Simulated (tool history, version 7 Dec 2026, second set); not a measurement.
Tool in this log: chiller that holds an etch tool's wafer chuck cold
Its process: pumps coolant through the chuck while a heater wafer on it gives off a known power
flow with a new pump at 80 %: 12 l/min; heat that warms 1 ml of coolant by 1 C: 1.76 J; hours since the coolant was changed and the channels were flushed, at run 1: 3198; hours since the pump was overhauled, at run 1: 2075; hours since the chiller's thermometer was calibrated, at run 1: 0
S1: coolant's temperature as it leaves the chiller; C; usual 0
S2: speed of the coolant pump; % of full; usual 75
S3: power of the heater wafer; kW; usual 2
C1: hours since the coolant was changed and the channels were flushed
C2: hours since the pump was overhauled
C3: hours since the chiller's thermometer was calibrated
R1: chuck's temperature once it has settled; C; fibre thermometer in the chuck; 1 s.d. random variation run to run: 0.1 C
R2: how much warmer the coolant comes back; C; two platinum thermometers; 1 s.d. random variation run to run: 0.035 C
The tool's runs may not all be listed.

Run 1, day 0: usual settings; C1 3198; C2 2075; C3 0. Result: R1 23.2 C, R2 6.43 C.
Run 2, day 1.542: usual settings; C1 3235; C2 2112; C3 37. Result: R1 23.3 C, R2 6.46 C.
Run 3, day 3.208: usual settings but S3 1.031 kW; C1 3275; C2 2152; C3 77. Result: R1 12.1 C, R2 3.26 C.
Run 4, day 4.225: usual settings but S3 1.031 kW; C1 3299; C2 2176; C3 101. Result: R1 12 C, R2 3.39 C.
Run 5, day 5.858: usual settings but S2 66 % of full, S3 1.031 kW; C1 3338; C2 2216; C3 141. Result: R1 13.2 C, R2 3.73 C.
Run 6, day 7.675: usual settings but S2 66 % of full, S3 1.107 kW; C1 3382; C2 2259; C3 184. Result: R1 14.2 C, R2 4.09 C.
Run 7, day 8.617: usual settings but S2 66 % of full, S3 1.107 kW; C1 3404; C2 2282; C3 207. Result: R1 14 C, R2 4 C.
Run 8, day 9.783: usual settings but S2 92 % of full; C1 3433; C2 2310; C3 235. Result: R1 20.5 C, R2 5.19 C.
Run 9, day 11.975: usual settings but S1 -5 C, S2 92 % of full; C1 3485; C2 2362; C3 287. Result: R1 15.3 C, R2 5.22 C.
Run 10, day 13.308: usual settings but S1 7 C, S3 1.052 kW; C1 3517; C2 2394; C3 319. Result: R1 19.3 C, R2 3.36 C.
Run 11, day 15.429: usual settings but S1 7 C, S3 1.052 kW; C1 3568; C2 2445; C3 370. Result: R1 19.2 C, R2 3.42 C.
Run 12, day 17.517: usual settings but S1 9 C, S3 1.047 kW; C1 3618; C2 2495; C3 420. Result: R1 21.2 C, R2 3.36 C.
Run 13, day 18.971: usual settings but S1 9 C, S3 1.047 kW; C1 3653; C2 2530; C3 455. Result: R1 21.4 C, R2 3.37 C.
Run 14, day 21.038: usual settings but S1 9 C, S3 1.409 kW; C1 3703; C2 2580; C3 505. Result: R1 25.7 C, R2 4.55 C.
Run 15, day 22.971: usual settings but S1 -10 C, S2 95 % of full, S3 1.759 kW; C1 3749; C2 2626; C3 551. Result: R1 7.7 C, R2 4.4 C.
Run 16, day 24.238: usual settings but S1 7 C, S2 61 % of full; C1 3779; C2 2657; C3 582. Result: R1 34.2 C, R2 8.07 C.
Run 17, day 25.967: usual settings but S1 -3 C, S2 61 % of full; C1 3821; C2 2698; C3 623. Result: R1 24.4 C, R2 8.13 C.

For some of the steps in R1 from one run to the next: how much would appear even if the tool had no hidden state, given the settings, what came in and random variation, and how much remains for the hidden state plus any gauge scatter that the measured result and the result without hidden state don't share?
Hidden state at play: heat passed by the chuck's channels, % of clean ones'; flow at a given pump speed, % of a new pump's; coolant's true temperature over the reading, C; drift of the gauge itself on chuck_c, C; drift of the gauge itself on warmer_back_c, C.
Run 2 -> 3: S3 2 -> 1.031. R1 -11.2 C: hidden state -1.2, all else -10.
Run 15 -> 16: S1 -10 -> 7, S2 95 -> 61, S3 1.759 -> 2. R1 +26.5 C: hidden state +1.2, all else +25.3.
